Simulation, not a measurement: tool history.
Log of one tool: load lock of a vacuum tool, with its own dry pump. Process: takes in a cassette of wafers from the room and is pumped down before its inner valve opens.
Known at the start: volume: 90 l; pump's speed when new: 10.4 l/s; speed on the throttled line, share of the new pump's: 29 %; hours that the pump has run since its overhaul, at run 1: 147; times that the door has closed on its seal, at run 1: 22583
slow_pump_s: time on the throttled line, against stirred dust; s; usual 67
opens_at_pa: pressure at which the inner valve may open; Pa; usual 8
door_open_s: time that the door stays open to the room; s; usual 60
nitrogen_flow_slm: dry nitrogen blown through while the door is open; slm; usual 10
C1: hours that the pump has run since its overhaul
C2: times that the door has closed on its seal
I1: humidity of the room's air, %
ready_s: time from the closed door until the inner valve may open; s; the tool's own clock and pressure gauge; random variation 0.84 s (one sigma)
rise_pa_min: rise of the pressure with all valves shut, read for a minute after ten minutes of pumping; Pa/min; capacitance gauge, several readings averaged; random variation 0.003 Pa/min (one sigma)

{"run": 1, "hour": 0.0, "slow_pump_s": 67, "opens_at_pa": 8, "door_open_s": 60, "nitrogen_flow_slm": 10, "C1": 147, "C2": 22583, "I1": 45.9, "ready_s": 129.4, "rise_pa_min": 0.182}
{"run": 2, "hour": 199.1, "slow_pump_s": 67, "opens_at_pa": 8, "door_open_s": 60, "nitrogen_flow_slm": 10, "C1": 346, "C2": 23545, "I1": 45.8, "ready_s": 130.8, "rise_pa_min": 0.186}
{"run": 3, "hour": 524.3, "slow_pump_s": 67, "opens_at_pa": 8, "door_open_s": 60, "nitrogen_flow_slm": 10, "C1": 671, "C2": 25115, "I1": 46.4, "ready_s": 131.8, "rise_pa_min": 0.198}
{"run": 4, "hour": 757.9, "slow_pump_s": 67, "opens_at_pa": 8, "door_open_s": 60, "nitrogen_flow_slm": 10, "C1": 905, "C2": 26243, "I1": 50.8, "ready_s": 129.4, "rise_pa_min": 0.216}
{"run": 5, "hour": 1022.6, "slow_pump_s": 67, "opens_at_pa": 8, "door_open_s": 60, "nitrogen_flow_slm": 5, "C1": 1170, "C2": 27522, "I1": 44.5, "ready_s": 128.6, "rise_pa_min": 0.226}
{"run": 6, "hour": 1181.7, "slow_pump_s": 67, "opens_at_pa": 8, "door_open_s": 60, "nitrogen_flow_slm": 10, "C1": 1329, "C2": 28290, "I1": 45.8, "ready_s": 131.1, "rise_pa_min": 0.232}
{"run": 7, "hour": 1430.0, "slow_pump_s": 67, "opens_at_pa": 8, "door_open_s": 60, "nitrogen_flow_slm": 10, "C1": 1577, "C2": 29489, "I1": 45.6, "ready_s": 131.5, "rise_pa_min": 0.242}
{"run": 8, "hour": 1564.2, "slow_pump_s": 67, "opens_at_pa": 8, "door_open_s": 60, "nitrogen_flow_slm": 10, "C1": 1711, "C2": 30137, "I1": 46.6, "ready_s": 130.8, "rise_pa_min": 0.252}
{"run": 9, "hour": 1880.3, "slow_pump_s": 67, "opens_at_pa": 8, "door_open_s": 60, "nitrogen_flow_slm": 10, "C1": 2027, "C2": 31663, "I1": 47.2, "ready_s": 131.5, "rise_pa_min": 0.27}
{"run": 10, "hour": 2192.6, "slow_pump_s": 67, "opens_at_pa": 8, "door_open_s": 60, "nitrogen_flow_slm": 10, "C1": 2340, "C2": 33172, "I1": 44.6, "ready_s": 129.6, "rise_pa_min": 0.278}
{"run": 11, "hour": 2520.8, "slow_pump_s": 67, "opens_at_pa": 8, "door_open_s": 60, "nitrogen_flow_slm": 10, "C1": 2668, "C2": 34756, "I1": 43, "ready_s": 131.5, "rise_pa_min": 0.298}
{"run": 12, "hour": 2821.3, "slow_pump_s": 67, "opens_at_pa": 8, "door_open_s": 60, "nitrogen_flow_slm": 10, "C1": 2968, "C2": 36207, "I1": 46.3, "ready_s": 131.4, "rise_pa_min": 0.317}
{"run": 13, "hour": 2997.9, "slow_pump_s": 109, "opens_at_pa": 7, "door_open_s": 25, "nitrogen_flow_slm": 11, "C1": 3145, "C2": 37060, "I1": 48.5, "ready_s": 162.4, "rise_pa_min": 0.309}
{"run": 14, "hour": 3303.1, "slow_pump_s": 54, "opens_at_pa": 7, "door_open_s": 25, "nitrogen_flow_slm": 12, "C1": 3450, "C2": 38534, "I1": 45.2, "ready_s": 123.7, "rise_pa_min": 0.321}
{"run": 15, "hour": 3569.1, "slow_pump_s": 54, "opens_at_pa": 7, "door_open_s": 25, "nitrogen_flow_slm": 35, "C1": 3716, "C2": 39819, "I1": 41.9, "ready_s": 124.8, "rise_pa_min": 0.333}
{"run": 16, "hour": 3742.9, "slow_pump_s": 60, "opens_at_pa": 11, "door_open_s": 35, "nitrogen_flow_slm": 41, "C1": 3890, "C2": 40658, "I1": 45.6, "ready_s": 123.7, "rise_pa_min": 0.341}
{"run": 17, "hour": 3974.7, "slow_pump_s": 93, "opens_at_pa": 10, "door_open_s": 132, "nitrogen_flow_slm": 6, "C1": 4122, "C2": 41778, "I1": 47.3, "ready_s": 146.8, "rise_pa_min": 0.422}
{"run": 18, "hour": 4307.0, "slow_pump_s": 67, "opens_at_pa": 7, "door_open_s": 38, "nitrogen_flow_slm": 10, "C1": 4454, "C2": 43382, "I1": 44.4, "ready_s": 133.4, "rise_pa_min": 0.393}
{"run": 19, "hour": 4559.0, "slow_pump_s": 88, "opens_at_pa": 10, "door_open_s": 38, "nitrogen_flow_slm": 10, "C1": 4706, "C2": 44599, "I1": 43.5, "ready_s": 144, "rise_pa_min": 0.408}
{"run": 20, "hour": 4713.2, "slow_pump_s": 66, "opens_at_pa": 7, "door_open_s": 60, "nitrogen_flow_slm": 10, "C1": 4860, "C2": 45344, "I1": 45.6, "ready_s": 134.1, "rise_pa_min": 0.442}

The next listed run, before its measurement:
{"run": 21, "hour": 4887.1, "slow_pump_s": 67, "opens_at_pa": 7, "door_open_s": 60, "nitrogen_flow_slm": 6, "C1": 5034, "C2": 46184, "I1": 43.5, "ready_s": "?", "rise_pa_min": "?"}

Run 21 gave ready_s 134.1 s, rise_pa_min 0.451 Pa/min.
Without the tool's hidden state the same run would have given ready_s 131.3 s, rise_pa_min 0.045 Pa/min.
